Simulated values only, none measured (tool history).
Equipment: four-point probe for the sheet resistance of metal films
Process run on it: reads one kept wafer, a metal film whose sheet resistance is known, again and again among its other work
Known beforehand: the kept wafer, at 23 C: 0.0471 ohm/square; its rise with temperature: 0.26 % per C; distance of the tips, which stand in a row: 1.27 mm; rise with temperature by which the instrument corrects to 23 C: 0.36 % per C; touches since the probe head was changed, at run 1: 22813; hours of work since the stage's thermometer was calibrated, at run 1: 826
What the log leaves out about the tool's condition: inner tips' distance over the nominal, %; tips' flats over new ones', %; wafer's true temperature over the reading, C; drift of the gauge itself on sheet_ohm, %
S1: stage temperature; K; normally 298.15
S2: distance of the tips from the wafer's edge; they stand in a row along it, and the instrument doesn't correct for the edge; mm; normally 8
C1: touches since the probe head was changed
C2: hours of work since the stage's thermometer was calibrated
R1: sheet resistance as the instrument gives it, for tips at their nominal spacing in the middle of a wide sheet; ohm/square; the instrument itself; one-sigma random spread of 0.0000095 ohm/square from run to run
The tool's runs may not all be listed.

Run 1, hour 0: usual settings; C1 22813; C2 826. Result: R1 0.047401 ohm/square.
Run 2, hour 83.1: usual settings; C1 25192; C2 881. Result: R1 0.047393 ohm/square.
Run 3, hour 165: usual settings but S2 6 mm; C1 27539; C2 935. Result: R1 0.04786 ohm/square.
Run 4, hour 231.6: usual settings but S2 6 mm; C1 29446; C2 979. Result: R1 0.047844 ohm/square.
Run 5, hour 292.1: usual settings but S2 6 mm; C1 31178; C2 1019. Result: R1 0.04786 ohm/square.
Run 6, hour 329.4: usual settings but S1 291.15 K; C1 32247; C2 1043. Result: R1 0.047679 ohm/square.
Run 7, hour 374.7: usual settings but S1 291.15 K; C1 33544; C2 1073. Result: R1 0.047659 ohm/square.
Run 8, hour 436: usual settings but S2 21 mm; C1 35298; C2 1114. Result: R1 0.04683 ohm/square.
Run 9, hour 498.3: usual settings; C1 37081; C2 1155. Result: R1 0.047345 ohm/square.
Run 10, hour 558.9: usual settings; C1 38819; C2 1195. Result: R1 0.047348 ohm/square.
Run 11, hour 636.5: usual settings; C1 41041; C2 1246. Result: R1 0.047345 ohm/square.
Run 12, hour 708.5: usual settings; C1 43102; C2 1294. Result: R1 0.047319 ohm/square.
Run 13, hour 788.3: usual settings but S2 29 mm; C1 45386; C2 1347. Result: R1 0.046755 ohm/square.
Run 14, hour 831.1: usual settings; C1 46612; C2 1375. Result: R1 0.047324 ohm/square.
Run 15, hour 900.2: usual settings; C1 48592; C2 1421. Result: R1 0.047318 ohm/square.
Run 16, hour 966.6: usual settings; C1 50494; C2 1464. Result: R1 0.04732 ohm/square.
Run 17, hour 1015.6: usual settings; C1 51897; C2 1497. Result: R1 0.047283 ohm/square.
At hour 1050.1: stage's thermometer calibrated.
Run 18, hour 1068.3: usual settings; C1 53391; C2 12. Result: R1 0.047257 ohm/square.
Run 19, hour 1118.2: usual settings; C1 54821; C2 45. Result: R1 0.047246 ohm/square.
Run 20, hour 1160.1: usual settings but S2 70 mm; C1 56020; C2 73. Result: R1 0.046615 ohm/square.
Run 21, hour 1204.9: usual settings but S1 295.15 K, S2 43 mm; C1 57303; C2 102. Result: R1 0.046753 ohm/square.
Run 22, hour 1245.6: usual settings but S1 295.15 K, S2 43 mm; C1 58468; C2 129. Result: R1 0.046739 ohm/square.
Run 23, hour 1319.9: usual settings but S1 301.15 K, S2 25 mm; C1 60595; C2 178. Result: R1 0.046548 ohm/square.
Run 24, hour 1365.4: usual settings but S1 301.15 K, S2 25 mm; C1 61898; C2 208. Result: R1 0.046535 ohm/square.
Run 25, hour 1439.9: usual settings but S1 307.15 K, S2 55 mm; C1 64033; C2 258. Result: R1 0.046235 ohm/square.
Run 26, hour 1498.4: usual settings but S2 5 mm; C1 65709; C2 296. Result: R1 0.048142 ohm/square.
Run 27, hour 1577.1: usual settings but S1 305.15 K, S2 66 mm; C1 67960; C2 348. Result: R1 0.046285 ohm/square.
Run 28, hour 1642.9: usual settings but S1 295.15 K, S2 7 mm; C1 69846; C2 392. Result: R1 0.047514 ohm/square.
Run 29, hour 1698.1: usual settings but S1 295.15 K, S2 7 mm; C1 71426; C2 428. Result: R1 0.047487 ohm/square.
Run 30, hour 1732.8: usual settings but S1 295.15 K, S2 7 mm; C1 72419; C2 451. Result: R1 0.047497 ohm/square.
Run 31, hour 1801.4: usual settings but S1 295.15 K, S2 7 mm; C1 74384; C2 497. Result: R1 0.047483 ohm/square.
Run 32, hour 1869.9: usual settings but S1 301.15 K, S2 6 mm; C1 76346; C2 542. Result: R1 0.047497 ohm/square.
Run 33, hour 1942.8: usual settings but S2 4 mm; C1 78434; C2 590. Result: R1 0.048914 ohm/square.
At hour 1973: new probe head fitted.
Run 34, hour 2014.8: usual settings but S2 4 mm; C1 1196; C2 637. Result: R1 0.049355 ohm/square.
Run 35, hour 2058.8: usual settings but S2 49 mm; C1 2455; C2 666. Result: R1 0.046956 ohm/square.
Run 36, hour 2112.7: usual settings but S1 295.15 K, S2 11 mm; C1 3998; C2 702. Result: R1 0.047394 ohm/square.
Run 37, hour 2153.3: usual settings but S1 305.15 K, S2 6 mm; C1 5163; C2 728. Result: R1 0.04775 ohm/square.
Run 38, hour 2211: usual settings but S1 301.15 K, S2 14 mm; C1 6813; C2 767. Result: R1 0.046993 ohm/square.
Run 39, hour 2268.5: usual settings but S1 301.15 K, S2 14 mm; C1 8460; C2 805. Result: R1 0.046999 ohm/square.

Below are 3 alternative next runs, each starting from the tool's condition after run 39. Predict each:
Run A, hour 2338.3: usual settings but S1 301.15 K, S2 61 mm; C1 10460; C2 851. Result: R1 ?.
Run B, hour 2338.3: usual settings but S1 291.15 K, S2 63 mm; C1 10460; C2 851. Result: R1 ?.
Run C, hour 2338.3: usual settings but S1 293.15 K, S2 38 mm; C1 10460; C2 851. Result: R1 ?.

run        R1
  A  0.046809
  B  0.047233
  C  0.047157
Without the tool's unlogged condition, the same runs would have read:
run        R1
  A  0.046911
  B  0.047335
  C  0.047259
